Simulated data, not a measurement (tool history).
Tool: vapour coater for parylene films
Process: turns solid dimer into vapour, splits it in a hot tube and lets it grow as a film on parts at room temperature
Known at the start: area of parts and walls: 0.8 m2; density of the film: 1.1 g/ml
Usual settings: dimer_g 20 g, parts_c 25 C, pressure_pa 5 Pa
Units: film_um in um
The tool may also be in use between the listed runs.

run	day	dimer_g	parts_c	pressure_pa	film_um
1	0	20	25	5	17.04
2	1.192	20	25	5	17.48
3	2.696	20	25	5	17.09
4	3.929	20	25	5	16.85
5	5.158	20	25	5	17.25
6	6.175	20	25	5	17.41
7	7.175	17	25	5	14.61
8	8.412	17	25	5	14.74
9	9.146	11	25	5	9.41
10	10.508	11	25	5	9.37
11	11.546	20	25	10.99	15.33
12	12.929	27	25	5	22.58
13	14.192	27	25	5	22.81
14	15.183	27	25	5	23.02
15	16.458	27	25	5	22.7
16	17.662	20	25	11.86	15.17
17	18.35	20	25	11.86	15.22
18	19.288	20	25	5	16.97
19	20.712	20	25	9.28	15.64
20	21.904	20	25	9.28	15.63
# day 22.146: trap's valve overhauled
21	23.592	20	25	9.28	15.18
22	25.025	20	25	5	16.37
# day 25.417: trap's valve overhauled, once more
23	26.496	20	25	5	17.32
24	27.892	20	25	5	17.4
25	28.583	20	25	5	17.53
26	29.329	8	25	9.13	6.34
27	30.421	8	26	8.14	6.38
28	31.583	14	26	4.15	12.02
29	32.346	17	26	2.35	15.49
30	33.55	17	26	3.31	15
31	35.088	17	26	3.31	14.8
32	36.175	17	26	3.31	14.81
33	37.179	15	25	5	12.64
34	38.354	21	20	10.75	18.34
35	39.325	21	20	10.75	18.69
36	40.146	21	20	10.75	18.59
37	41.629	19	17	10.75	18.15
38	42.596	23	31	4.4	16.87
39	43.904	23	29	9.39	16.36
40	45.308	23	29	9.39	16.43
41	46.046	23	29	9.39	16.37
42	46.742	20	25	2.2	18.27
43	47.367	10	18	5	10.01
44	48.154	28	23	2.24	27.29
45	49.35	20	35	3.59	13.66
46	50.854	20	35	8.15	12.36
47	51.975	36	36	6.04	22.46
48	53.508	17	25	10.35	13.07

Forecast each of these 3 alternatives for the next run:
A	54.708	16	25	5	?
B	54.708	28	37	2.22	?
C	54.708	19	34	5	?

run	film_um
A	13.42
B	18.8
C	12.47
Without the tool's hidden state the same runs would have given:
run	film_um
A	14.07
B	19.71
C	13.06
